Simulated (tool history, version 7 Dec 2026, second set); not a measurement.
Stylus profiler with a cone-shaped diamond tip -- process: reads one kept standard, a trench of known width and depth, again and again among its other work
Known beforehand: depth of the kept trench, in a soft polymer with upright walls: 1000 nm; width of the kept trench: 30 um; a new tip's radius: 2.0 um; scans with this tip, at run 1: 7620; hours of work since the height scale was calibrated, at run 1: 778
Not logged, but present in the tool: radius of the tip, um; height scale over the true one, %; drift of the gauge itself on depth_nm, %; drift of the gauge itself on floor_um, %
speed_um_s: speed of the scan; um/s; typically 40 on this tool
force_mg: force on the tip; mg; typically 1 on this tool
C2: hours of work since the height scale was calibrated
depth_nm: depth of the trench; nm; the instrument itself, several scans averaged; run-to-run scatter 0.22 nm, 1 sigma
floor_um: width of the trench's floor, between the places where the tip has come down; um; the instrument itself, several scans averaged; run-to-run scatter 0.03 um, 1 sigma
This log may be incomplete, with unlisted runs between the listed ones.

{"run": 1, "day": 0.0, "speed_um_s": 40, "force_mg": 1, "scans with this tip": 7620, "C2": 778, "depth_nm": 1007.66, "floor_um": 25.5}
{"run": 2, "day": 1.558, "speed_um_s": 23, "force_mg": 1, "scans with this tip": 7782, "C2": 795, "depth_nm": 1007.8, "floor_um": 25.55}
{"run": 3, "day": 3.342, "speed_um_s": 23, "force_mg": 1.9, "scans with this tip": 7969, "C2": 814, "depth_nm": 1009.75, "floor_um": 25.56}
{"run": 4, "day": 4.183, "speed_um_s": 23, "force_mg": 1.9, "scans with this tip": 8056, "C2": 823, "depth_nm": 1009.7, "floor_um": 25.54}
{"run": 5, "day": 5.95, "speed_um_s": 23, "force_mg": 1.9, "scans with this tip": 8241, "C2": 842, "depth_nm": 1009.8, "floor_um": 25.5}
{"run": 6, "day": 7.004, "speed_um_s": 23, "force_mg": 1.9, "scans with this tip": 8351, "C2": 853, "depth_nm": 1009.84, "floor_um": 25.49}
{"run": 7, "day": 8.804, "speed_um_s": 23, "force_mg": 1.9, "scans with this tip": 8539, "C2": 872, "depth_nm": 1010.28, "floor_um": 25.55}
{"run": 8, "day": 9.671, "speed_um_s": 23, "force_mg": 1.9, "scans with this tip": 8629, "C2": 881, "depth_nm": 1010.07, "floor_um": 25.47}
{"run": 9, "day": 11.196, "speed_um_s": 40, "force_mg": 1, "scans with this tip": 8788, "C2": 897, "depth_nm": 1008.44, "floor_um": 25.38}
{"run": 10, "day": 12.721, "speed_um_s": 15, "force_mg": 1, "scans with this tip": 8947, "C2": 914, "depth_nm": 1008.07, "floor_um": 25.48}
{"run": 11, "day": 14.262, "speed_um_s": 40, "force_mg": 1.68, "scans with this tip": 9108, "C2": 930, "depth_nm": 1010.19, "floor_um": 25.41}
{"run": 12, "day": 15.292, "speed_um_s": 56, "force_mg": 1.68, "scans with this tip": 9215, "C2": 941, "depth_nm": 1010.27, "floor_um": 25.36}
{"run": 13, "day": 16.462, "speed_um_s": 56, "force_mg": 1.68, "scans with this tip": 9337, "C2": 954, "depth_nm": 1010.17, "floor_um": 25.31}
{"run": 14, "day": 17.971, "speed_um_s": 56, "force_mg": 1.68, "scans with this tip": 9495, "C2": 970, "depth_nm": 1010, "floor_um": 25.33}
{"run": 15, "day": 18.879, "speed_um_s": 56, "force_mg": 1.68, "scans with this tip": 9589, "C2": 979, "depth_nm": 1010.12, "floor_um": 25.29}
{"run": 16, "day": 20.825, "speed_um_s": 56, "force_mg": 1.68, "scans with this tip": 9792, "C2": 1000, "depth_nm": 1010.48, "floor_um": 25.24}
{"run": 17, "day": 21.829, "speed_um_s": 40, "force_mg": 1.38, "scans with this tip": 9897, "C2": 1011, "depth_nm": 1009.39, "floor_um": 25.26}
{"run": 18, "day": 23.225, "speed_um_s": 37, "force_mg": 1, "scans with this tip": 10042, "C2": 1026, "depth_nm": 1009.17, "floor_um": 25.24}
{"run": 19, "day": 24.721, "speed_um_s": 29, "force_mg": 1, "scans with this tip": 10199, "C2": 1042, "depth_nm": 1008.81, "floor_um": 25.32}
{"run": 20, "day": 25.533, "speed_um_s": 29, "force_mg": 1, "scans with this tip": 10284, "C2": 1050, "depth_nm": 1009.3, "floor_um": 25.26}
{"run": 21, "day": 26.779, "speed_um_s": 40, "force_mg": 0.59, "scans with this tip": 10413, "C2": 1063, "depth_nm": 1008.32, "floor_um": 25.22}
{"run": 22, "day": 28.225, "speed_um_s": 40, "force_mg": 0.59, "scans with this tip": 10564, "C2": 1079, "depth_nm": 1008.19, "floor_um": 25.21}
{"run": 23, "day": 29.071, "speed_um_s": 132, "force_mg": 2.53, "scans with this tip": 10653, "C2": 1088, "depth_nm": 1012.42, "floor_um": 25.1}
{"run": 24, "day": 30.221, "speed_um_s": 132, "force_mg": 0.53, "scans with this tip": 10772, "C2": 1100, "depth_nm": 1008.32, "floor_um": 24.75}
{"run": 25, "day": 31.758, "speed_um_s": 17, "force_mg": 0.58, "scans with this tip": 10933, "C2": 1117, "depth_nm": 1008.54, "floor_um": 25.22}
{"run": 26, "day": 32.808, "speed_um_s": 17, "force_mg": 0.58, "scans with this tip": 11042, "C2": 1128, "depth_nm": 1008.37, "floor_um": 25.25}
{"run": 27, "day": 34.238, "speed_um_s": 40, "force_mg": 0.34, "scans with this tip": 11191, "C2": 1143, "depth_nm": 1008.02, "floor_um": 25.05}
{"run": 28, "day": 36.229, "speed_um_s": 12, "force_mg": 2.94, "scans with this tip": 11399, "C2": 1164, "depth_nm": 1013.55, "floor_um": 25.28}
{"run": 29, "day": 37.654, "speed_um_s": 42, "force_mg": 1.17, "scans with this tip": 11548, "C2": 1179, "depth_nm": 1010.39, "floor_um": 25.13}
{"run": 30, "day": 39.229, "speed_um_s": 49, "force_mg": 1.41, "scans with this tip": 11712, "C2": 1196, "depth_nm": 1010.87, "floor_um": 25.1}
{"run": 31, "day": 40.929, "speed_um_s": 81, "force_mg": 1.3, "scans with this tip": 11889, "C2": 1214, "depth_nm": 1010.3, "floor_um": 25.01}
{"run": 32, "day": 42.317, "speed_um_s": 51, "force_mg": 1.3, "scans with this tip": 12034, "C2": 1229, "depth_nm": 1010.7, "floor_um": 25.05}
{"run": 33, "day": 43.45, "speed_um_s": 144, "force_mg": 1.3, "scans with this tip": 12152, "C2": 1241, "depth_nm": 1010.6, "floor_um": 24.76}
{"run": 34, "day": 44.571, "speed_um_s": 144, "force_mg": 1.3, "scans with this tip": 12269, "C2": 1253, "depth_nm": 1011.16, "floor_um": 24.74}
{"run": 35, "day": 46.112, "speed_um_s": 22, "force_mg": 0.65, "scans with this tip": 12430, "C2": 1269, "depth_nm": 1009.02, "floor_um": 25.1}
{"run": 36, "day": 47.696, "speed_um_s": 67, "force_mg": 0.39, "scans with this tip": 12595, "C2": 1286, "depth_nm": 1008.69, "floor_um": 24.83}
{"run": 37, "day": 48.679, "speed_um_s": 104, "force_mg": 0.77, "scans with this tip": 12697, "C2": 1297, "depth_nm": 1009.32, "floor_um": 24.75}
{"run": 38, "day": 49.929, "speed_um_s": 87, "force_mg": 0.54, "scans with this tip": 12828, "C2": 1310, "depth_nm": 1009.07, "floor_um": 24.8}
{"run": 39, "day": 51.717, "speed_um_s": 87, "force_mg": 0.54, "scans with this tip": 13014, "C2": 1329, "depth_nm": 1009.08, "floor_um": 24.68}
{"run": 40, "day": 53.483, "speed_um_s": 87, "force_mg": 0.54, "scans with this tip": 13199, "C2": 1348, "depth_nm": 1009.07, "floor_um": 24.67}
{"run": 41, "day": 55.104, "speed_um_s": 40, "force_mg": 0.9, "scans with this tip": 13368, "C2": 1365, "depth_nm": 1010.14, "floor_um": 24.93}
{"run": 42, "day": 56.275, "speed_um_s": 63, "force_mg": 1.79, "scans with this tip": 13490, "C2": 1378, "depth_nm": 1012.27, "floor_um": 24.94}
{"run": 43, "day": 57.392, "speed_um_s": 63, "force_mg": 1.79, "scans with this tip": 13606, "C2": 1390, "depth_nm": 1012.62, "floor_um": 24.91}

Results for each run, recomputed without the tool's hidden state and with each run's random variation untouched:
run=1 depth_nm=1003.23 floor_um=26.39
run=2 depth_nm=1003.29 floor_um=26.45
run=3 depth_nm=1005.14 floor_um=26.49
run=4 depth_nm=1005.05 floor_um=26.48
run=5 depth_nm=1005.05 floor_um=26.45
run=6 depth_nm=1005.04 floor_um=26.45
run=7 depth_nm=1005.38 floor_um=26.53
run=8 depth_nm=1005.13 floor_um=26.46
run=9 depth_nm=1003.44 floor_um=26.38
run=10 depth_nm=1002.99 floor_um=26.5
run=11 depth_nm=1005.02 floor_um=26.45
run=12 depth_nm=1005.05 floor_um=26.41
run=13 depth_nm=1004.9 floor_um=26.37
run=14 depth_nm=1004.65 floor_um=26.41
run=15 depth_nm=1004.73 floor_um=26.38
run=16 depth_nm=1004.99 floor_um=26.35
run=17 depth_nm=1003.86 floor_um=26.38
run=18 depth_nm=1003.57 floor_um=26.37
run=19 depth_nm=1003.14 floor_um=26.47
run=20 depth_nm=1003.58 floor_um=26.42
run=21 depth_nm=1002.54 floor_um=26.39
run=22 depth_nm=1002.34 floor_um=26.4
run=23 depth_nm=1006.51 floor_um=26.29
run=24 depth_nm=1002.38 floor_um=25.95
run=25 depth_nm=1002.51 floor_um=26.43
run=26 depth_nm=1002.29 floor_um=26.48
run=27 depth_nm=1001.89 floor_um=26.29
run=28 depth_nm=1007.28 floor_um=26.54
run=29 depth_nm=1004.08 floor_um=26.41
run=30 depth_nm=1004.47 floor_um=26.39
run=31 depth_nm=1003.82 floor_um=26.32
run=32 depth_nm=1004.15 floor_um=26.37
run=33 depth_nm=1003.99 floor_um=26.09
run=34 depth_nm=1004.48 floor_um=26.09
run=35 depth_nm=1002.3 floor_um=26.46
run=36 depth_nm=1001.88 floor_um=26.21
run=37 depth_nm=1002.46 floor_um=26.13
run=38 depth_nm=1002.15 floor_um=26.2
run=39 depth_nm=1002.07 floor_um=26.1
run=40 depth_nm=1001.97 floor_um=26.1
run=41 depth_nm=1002.97 floor_um=26.38
run=42 depth_nm=1005.01 floor_um=26.4
run=43 depth_nm=1005.3 floor_um=26.38
